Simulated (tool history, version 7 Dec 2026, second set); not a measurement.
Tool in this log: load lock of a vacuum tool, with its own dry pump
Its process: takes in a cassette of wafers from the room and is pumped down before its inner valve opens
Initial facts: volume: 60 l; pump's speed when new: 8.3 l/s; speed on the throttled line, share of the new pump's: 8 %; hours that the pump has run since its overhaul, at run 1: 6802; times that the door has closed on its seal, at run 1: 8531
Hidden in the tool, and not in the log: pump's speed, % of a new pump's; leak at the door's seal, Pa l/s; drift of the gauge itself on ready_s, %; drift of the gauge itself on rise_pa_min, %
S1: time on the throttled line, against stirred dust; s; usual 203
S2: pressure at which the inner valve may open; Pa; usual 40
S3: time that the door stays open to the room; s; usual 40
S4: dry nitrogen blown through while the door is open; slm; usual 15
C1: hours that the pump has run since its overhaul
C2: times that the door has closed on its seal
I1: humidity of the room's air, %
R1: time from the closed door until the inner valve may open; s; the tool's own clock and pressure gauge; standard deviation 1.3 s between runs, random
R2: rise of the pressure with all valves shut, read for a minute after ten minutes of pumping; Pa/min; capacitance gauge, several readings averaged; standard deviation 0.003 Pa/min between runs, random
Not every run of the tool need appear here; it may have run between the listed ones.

| run | hour | S1 | S2 | S3 | S4 | C1 | C2 | I1 | R1 | R2 |
|---|---|---|---|---|---|---|---|---|---|---|
| 1 | 0.0 | 203 | 40 | 40 | 15 | 6802 | 8531 | 47.4 | 247.8 | 0.070 |
| 2 | 87.3 | 203 | 40 | 40 | 15 | 6890 | 8961 | 42.6 | 243.4 | 0.071 |
| 3 | 174.9 | 203 | 40 | 40 | 15 | 6977 | 9392 | 49.1 | 244.3 | 0.072 |
| 4 | 226.7 | 203 | 40 | 40 | 15 | 7029 | 9647 | 44.0 | 245.6 | 0.072 |
| 5 | 266.9 | 203 | 40 | 40 | 15 | 7069 | 9845 | 45.3 | 245.4 | 0.069 |
| 6 | 354.9 | 203 | 40 | 40 | 7 | 7157 | 10278 | 42.5 | 245.9 | 0.085 |
| 7 | 394.9 | 203 | 40 | 40 | 7 | 7197 | 10476 | 42.9 | 244.9 | 0.083 |
| 8 | 441.1 | 203 | 40 | 40 | 7 | 7243 | 10703 | 43.3 | 245.7 | 0.084 |
| 9 | 516.4 | 203 | 40 | 228 | 15 | 7319 | 11074 | 46.7 | 246.0 | 0.128 |
| 10 | 588.4 | 346 | 40 | 40 | 15 | 7391 | 11428 | 47.0 | 376.4 | 0.086 |
| 11 | 638.8 | 132 | 40 | 188 | 15 | 7441 | 11677 | 45.5 | 180.6 | 0.123 |
| 12 | 687.9 | 203 | 64 | 40 | 31 | 7490 | 11918 | 48.2 | 244.0 | 0.070 |
| 13 | 742.4 | 387 | 38 | 40 | 7 | 7545 | 12187 | 39.7 | 413.3 | 0.080 |
| 14 | 833.8 | 302 | 28 | 25 | 7 | 7636 | 12637 | 45.0 | 342.6 | 0.085 |
| 15 | 908.3 | 403 | 38 | 67 | 14 | 7711 | 13004 | 47.0 | 428.0 | 0.102 |
| 16 | 965.8 | 121 | 38 | 94 | 14 | 7768 | 13287 | 46.1 | 174.0 | 0.114 |
| 17 | 1029.3 | 186 | 50 | 98 | 12 | 7832 | 13600 | 47.3 | 227.8 | 0.112 |
| 18 | 1090.3 | 203 | 57 | 63 | 11 | 7893 | 13900 | 42.9 | 240.4 | 0.101 |

Branching from run 18: 4 alternative next runs. What would each branch give?
| A | 1146.1 | 203 | 33 | 63 | 7 | 7948 | 14175 | 43.4 | ? | ? |
| B | 1146.1 | 123 | 57 | 74 | 8 | 7948 | 14175 | 42.5 | ? | ? |
| C | 1146.1 | 134 | 57 | 63 | 25 | 7948 | 14175 | 45.2 | ? | ? |
| D | 1146.1 | 203 | 40 | 40 | 4 | 7948 | 14175 | 47.1 | ? | ? |

| run | R1 | R2 |
|---|---|---|
| A | 249.6 | 0.109 |
| B | 169.9 | 0.111 |
| C | 181.2 | 0.095 |
| D | 246.6 | 0.107 |
Take away the tool's hidden state, keep each run's random variation, and the runs would have read:
| run | R1 | R2 |
|---|---|---|
| A | 246.2 | 0.063 |
| B | 166.4 | 0.065 |
| C | 177.6 | 0.049 |
| D | 243.3 | 0.061 |
